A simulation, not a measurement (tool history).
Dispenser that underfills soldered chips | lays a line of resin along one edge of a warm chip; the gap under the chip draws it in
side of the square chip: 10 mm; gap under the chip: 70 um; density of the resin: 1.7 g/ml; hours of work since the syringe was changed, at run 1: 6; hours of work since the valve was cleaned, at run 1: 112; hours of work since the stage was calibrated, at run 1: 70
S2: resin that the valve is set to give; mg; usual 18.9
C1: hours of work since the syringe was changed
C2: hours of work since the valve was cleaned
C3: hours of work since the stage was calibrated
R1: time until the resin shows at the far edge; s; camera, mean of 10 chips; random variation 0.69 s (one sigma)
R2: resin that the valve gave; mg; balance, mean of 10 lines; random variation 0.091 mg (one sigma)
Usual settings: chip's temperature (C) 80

run 1 hour=0 | chip's_temperature_(C)=80 S2=18.9 | C1=6 C2=112 C3=70 | R1=100.8 R2=17.12
-- hour=2.5 new syringe of resin
run 2 hour=4.3 | chip's_temperature_(C)=80 S2=18.9 | C1=1 C2=115 C3=73 | R1=67.9 R2=17.13
run 3 hour=6.5 | chip's_temperature_(C)=80 S2=23.7 | C1=3 C2=117 C3=74 | R1=72.5 R2=21.55
run 4 hour=9.4 | chip's_temperature_(C)=80 S2=23.7 | C1=5 C2=118 C3=76 | R1=83.6 R2=21.54
run 5 hour=13.4 | chip's_temperature_(C)=80 S2=23.7 | C1=7 C2=121 C3=79 | R1=105.1 R2=21.42
-- hour=14.6 new syringe of resin
run 6 hour=18.2 | chip's_temperature_(C)=80 S2=23.7 | C1=2 C2=124 C3=82 | R1=72.7 R2=21.34
run 7 hour=21.1 | chip's_temperature_(C)=80 S2=18.8 | C1=4 C2=126 C3=84 | R1=85.4 R2=16.88
run 8 hour=23 | chip's_temperature_(C)=80 S2=18.8 | C1=6 C2=127 C3=85 | R1=96.5 R2=16.9
-- hour=26.8 new syringe of resin
run 9 hour=27.4 | chip's_temperature_(C)=80 S2=18.8 | C1=0 C2=130 C3=88 | R1=63.8 R2=16.76
run 10 hour=30.6 | chip's_temperature_(C)=80 S2=23.4 | C1=3 C2=132 C3=90 | R1=71.7 R2=21.02
run 11 hour=33.6 | chip's_temperature_(C)=80 S2=23.4 | C1=5 C2=134 C3=92 | R1=83 R2=20.87
run 12 hour=36.6 | chip's_temperature_(C)=82 S2=18.9 | C1=7 C2=136 C3=94 | R1=92.7 R2=16.89
-- hour=38.3 dispensing valve cleaned and set on the balance
-- hour=39.8 new syringe of resin
run 13 hour=41.4 | chip's_temperature_(C)=82 S2=18.9 | C1=1 C2=2 C3=96 | R1=59.6 R2=18.86
run 14 hour=44.7 | chip's_temperature_(C)=80 S2=18.9 | C1=3 C2=4 C3=98 | R1=77.1 R2=18.83
run 15 hour=47.1 | chip's_temperature_(C)=90 S2=18.9 | C1=5 C2=6 C3=100 | R1=60 R2=18.74
run 16 hour=50 | chip's_temperature_(C)=92 S2=18.9 | C1=7 C2=8 C3=102 | R1=61.6 R2=18.79
-- hour=51.8 new syringe of resin
run 17 hour=54.3 | chip's_temperature_(C)=95 S2=21.3 | C1=2 C2=10 C3=105 | R1=36.6 R2=20.99
run 18 hour=56.7 | chip's_temperature_(C)=75 S2=24.4 | C1=3 C2=12 C3=106 | R1=92 R2=24.12
run 19 hour=59.7 | chip's_temperature_(C)=75 S2=24.4 | C1=5 C2=14 C3=108 | R1=105.2 R2=24
run 20 hour=63.1 | chip's_temperature_(C)=75 S2=24.4 | C1=7 C2=16 C3=110 | R1=127.7 R2=24.1
-- hour=63.9 new syringe of resin
run 21 hour=66.1 | chip's_temperature_(C)=75 S2=24.4 | C1=1 C2=18 C3=112 | R1=79.8 R2=24.14
run 22 hour=68.3 | chip's_temperature_(C)=71 S2=19.8 | C1=3 C2=19 C3=114 | R1=107.9 R2=19.45
run 23 hour=71.5 | chip's_temperature_(C)=89 S2=19.8 | C1=5 C2=21 C3=116 | R1=61.5 R2=19.41
run 24 hour=74.6 | chip's_temperature_(C)=87 S2=18.9 | C1=7 C2=23 C3=118 | R1=77.4 R2=18.37
-- hour=76.1 new syringe of resin
run 25 hour=77.2 | chip's_temperature_(C)=87 S2=18.9 | C1=1 C2=25 C3=119 | R1=48.3 R2=18.5
run 26 hour=81.3 | chip's_temperature_(C)=67 S2=21.9 | C1=3 C2=28 C3=122 | R1=136.7 R2=21.47
run 27 hour=83.8 | chip's_temperature_(C)=67 S2=21.9 | C1=5 C2=29 C3=124 | R1=152.9 R2=21.35
-- hour=88.1 new syringe of resin
run 28 hour=88.3 | chip's_temperature_(C)=80 S2=24.3 | C1=0 C2=32 C3=126 | R1=59.1 R2=23.54

How the hidden state differs across the entries between the runs, from the last listed run before each to the first after it:
Between runs 1 and 2: new syringe of resin (hour 2.5)
  resin's viscosity, % of fresh resin's: 163.6 -> 109.3; dose that the valve gives, % of what is set: 91.2 -> 91; true chip temperature over the reading, C: 0.8 -> 0.82
  measured less the result without the state, R1: +38.1 -> +4.5 s; R2: -1.65 -> -1.7 mg
Between runs 5 and 6: new syringe of resin (hour 14.6)
  resin's viscosity, % of fresh resin's: 174.6 -> 121.5; dose that the valve gives, % of what is set: 90.51 -> 90.29; true chip temperature over the reading, C: 0.87 -> 0.89
  measured less the result without the state, R1: +43.1 -> +10.9 s; R2: -2.25 -> -2.3 mg
Between runs 8 and 9: new syringe of resin (hour 26.8)
  resin's viscosity, % of fresh resin's: 155.5 -> 103.5; dose that the valve gives, % of what is set: 90.05 -> 89.84; true chip temperature over the reading, C: 0.91 -> 0.93
  measured less the result without the state, R1: +33.3 -> +0.9 s; R2: -1.87 -> -1.9 mg
Between runs 12 and 13: dispensing valve cleaned and set on the balance (hour 38.3); new syringe of resin (hour 39.8)
  resin's viscosity, % of fresh resin's: 166.2 -> 108.3; dose that the valve gives, % of what is set: 89.36 -> 99.74; true chip temperature over the reading, C: 0.97 -> 0.99
  measured less the result without the state, R1: +35.7 -> +2.3 s; R2: -2.02 -> -0.05 mg
Between runs 16 and 17: new syringe of resin (hour 51.8)
  resin's viscosity, % of fresh resin's: 168.3 -> 111.7; dose that the valve gives, % of what is set: 99.3 -> 99.09; true chip temperature over the reading, C: 1.03 -> 1.05
  measured less the result without the state, R1: +23.7 -> +2.5 s; R2: -0.13 -> -0.19 mg
Between runs 20 and 21: new syringe of resin (hour 63.9)
  resin's viscosity, % of fresh resin's: 175.4 -> 110.8; dose that the valve gives, % of what is set: 98.66 -> 98.51; true chip temperature over the reading, C: 1.09 -> 1.1
  measured less the result without the state, R1: +51.5 -> +4.3 s; R2: -0.33 -> -0.37 mg
Between runs 24 and 25: new syringe of resin (hour 76.1)
  resin's viscosity, % of fresh resin's: 171.5 -> 105.9; dose that the valve gives, % of what is set: 98.09 -> 97.98; true chip temperature over the reading, C: 1.14 -> 1.15
  measured less the result without the state, R1: +30.3 -> +0.7 s; R2: -0.36 -> -0.38 mg
Between runs 27 and 28: new syringe of resin (hour 88.1)
  resin's viscosity, % of fresh resin's: 149.2 -> 101.1; dose that the valve gives, % of what is set: 97.65 -> 97.44; true chip temperature over the reading, C: 1.18 -> 1.2
  measured less the result without the state, R1: +44.9 -> -2.3 s; R2: -0.52 -> -0.62 mg
